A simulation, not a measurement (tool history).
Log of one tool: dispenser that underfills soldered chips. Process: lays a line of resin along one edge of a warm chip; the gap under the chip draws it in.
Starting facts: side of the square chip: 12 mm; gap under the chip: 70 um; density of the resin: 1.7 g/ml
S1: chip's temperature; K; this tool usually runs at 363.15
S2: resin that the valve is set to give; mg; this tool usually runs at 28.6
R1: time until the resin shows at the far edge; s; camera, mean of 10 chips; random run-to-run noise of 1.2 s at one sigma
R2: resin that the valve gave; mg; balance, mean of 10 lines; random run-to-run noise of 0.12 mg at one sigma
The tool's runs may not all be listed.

Run 1, hour 0: usual settings. Result: R1 125.7 s, R2 28.08 mg.
Run 2, hour 7.4: usual settings. Result: R1 177.8 s, R2 27.68 mg.
At hour 15.3: new syringe of resin.
Run 3, hour 19.8: usual settings. Result: R1 140.7 s, R2 27.83 mg.
Run 4, hour 26.4: usual settings but S1 372.15 K. Result: R1 135.1 s, R2 27.8 mg.
Run 5, hour 31.5: usual settings. Result: R1 242 s, R2 27.56 mg.
At hour 32.5: new syringe of resin.
Run 6, hour 39.7: usual settings. Result: R1 161 s, R2 27.63 mg.
Run 7, hour 46.5: usual settings but S2 31.4 mg. Result: R1 220 s, R2 29.86 mg.
At hour 49.9: new syringe of resin.
Run 8, hour 51.9: usual settings. Result: R1 123.6 s, R2 27.36 mg.
Run 9, hour 62.5: usual settings. Result: R1 207.3 s, R2 27.15 mg.
At hour 67.1: new syringe of resin.
Run 10, hour 73.5: usual settings. Result: R1 154.7 s, R2 27.16 mg.
At hour 84.1: new syringe of resin.
Run 11, hour 84.5: usual settings but S1 349.15 K. Result: R1 215.6 s, R2 27.05 mg.
Run 12, hour 91.7: usual settings but S1 349.15 K, S2 36.3 mg. Result: R1 290.7 s, R2 34.29 mg.
Run 13, hour 98.1: usual settings. Result: R1 223.3 s, R2 26.89 mg.
At hour 101.3: new syringe of resin.
Run 14, hour 110.7: usual settings. Result: R1 178.3 s, R2 26.68 mg.
Run 15, hour 117.3: usual settings. Result: R1 247.5 s, R2 26.53 mg.
At hour 118.4: new syringe of resin.
Run 16, hour 122.9: usual settings. Result: R1 144 s, R2 26.67 mg.
At hour 125: dispensing valve cleaned and set on the balance.
At hour 136.7: new syringe of resin.
Run 17, hour 136.7: usual settings. Result: R1 117 s, R2 28.42 mg.
Run 18, hour 148.8: usual settings. Result: R1 207.6 s, R2 28.48 mg.
At hour 154: new syringe of resin.
Run 19, hour 161.5: usual settings. Result: R1 164 s, R2 28.37 mg.
At hour 171.2: new syringe of resin.
Run 20, hour 173.2: usual settings but S1 355.15 K, S2 25.4 mg. Result: R1 180.5 s, R2 25.02 mg.
Run 21, hour 179.9: usual settings but S1 348.15 K, S2 30.3 mg. Result: R1 322.7 s, R2 29.61 mg.
Run 22, hour 185.2: usual settings but S1 348.15 K, S2 30.3 mg. Result: R1 419.3 s, R2 29.56 mg.
At hour 189: new syringe of resin.
Run 23, hour 196.9: usual settings but S1 348.15 K, S2 30.3 mg. Result: R1 315.8 s, R2 29.6 mg.
At hour 206.4: new syringe of resin.
Run 24, hour 208.8: usual settings but S1 358.15 K, S2 28 mg. Result: R1 158.7 s, R2 27.01 mg.
Run 25, hour 219.1: usual settings but S1 358.15 K, S2 28 mg. Result: R1 258.4 s, R2 26.65 mg.
At hour 223.4: new syringe of resin.
Run 26, hour 227.4: usual settings but S1 364.15 K. Result: R1 136.6 s, R2 27.38 mg.
Run 27, hour 234.9: usual settings but S1 364.15 K. Result: R1 194.7 s, R2 27.22 mg.
At hour 240.8: new syringe of resin.
Run 28, hour 242: usual settings but S1 372.15 K, S2 29.6 mg. Result: R1 86.3 s, R2 28.37 mg.
Run 29, hour 252.1: usual settings but S1 372.15 K, S2 29.6 mg. Result: R1 137.7 s, R2 28.23 mg.
At hour 258.3: new syringe of resin.
Run 30, hour 258.9: usual settings but S1 374.15 K, S2 28.8 mg. Result: R1 80.3 s, R2 27.04 mg.
Run 31, hour 265.5: usual settings but S1 353.15 K, S2 28.8 mg. Result: R1 253.6 s, R2 27.3 mg.
At hour 275.3: new syringe of resin.
Run 32, hour 275.3: usual settings but S1 351.15 K. Result: R1 198.3 s, R2 27.1 mg.
Run 33, hour 281.1: usual settings but S2 27.4 mg. Result: R1 158.6 s, R2 25.62 mg.
Run 34, hour 287.6: usual settings but S1 371.15 K, S2 26.5 mg. Result: R1 158.3 s, R2 24.81 mg.
At hour 293.1: new syringe of resin.
Run 35, hour 296.5: usual settings but S1 359.15 K. Result: R1 162.2 s, R2 26.41 mg.
At hour 299.4: dispensing valve cleaned and set on the balance.
Run 36, hour 305.1: usual settings but S1 359.15 K. Result: R1 230.7 s, R2 28.38 mg.

Selected run-to-run steps in R1, each split into two signed amounts: the part the tool would show with no hidden state at all (from settings, incoming material and random variation), and the remainder, which goes to the hidden state together with any gauge scatter not common to the measured and the hidden-state-free results:
The tool's hidden condition here consists of: resin's viscosity, % of fresh resin's; dose that the valve gives, % of what is set; true chip temperature over the reading, C; drift of the gauge itself on fill_s, %; drift of the gauge itself on given_mg, %.
Run 15 -> 16: new syringe of resin. R1 -103.5 s: hidden state -103.3, all else -0.2.
Run 20 -> 21: S1 355.15 -> 348.15, S2 25.4 -> 30.3. R1 +142.2 s: hidden state +94.1, all else +48.1.
Run 22 -> 23: new syringe of resin. R1 -103.5 s: hidden state -103.7, all else +0.2.
Run 23 -> 24: S1 348.15 -> 358.15, S2 30.3 -> 28, new syringe of resin. R1 -157.1 s: hidden state -85, all else -72.1.
Run 24 -> 25: no setting touched and nothing written in the log between the runs. R1 +99.7 s: hidden state +98.7, all else +1.
Run 30 -> 31: S1 374.15 -> 353.15. R1 +173.3 s: hidden state +77.6, all else +95.7.
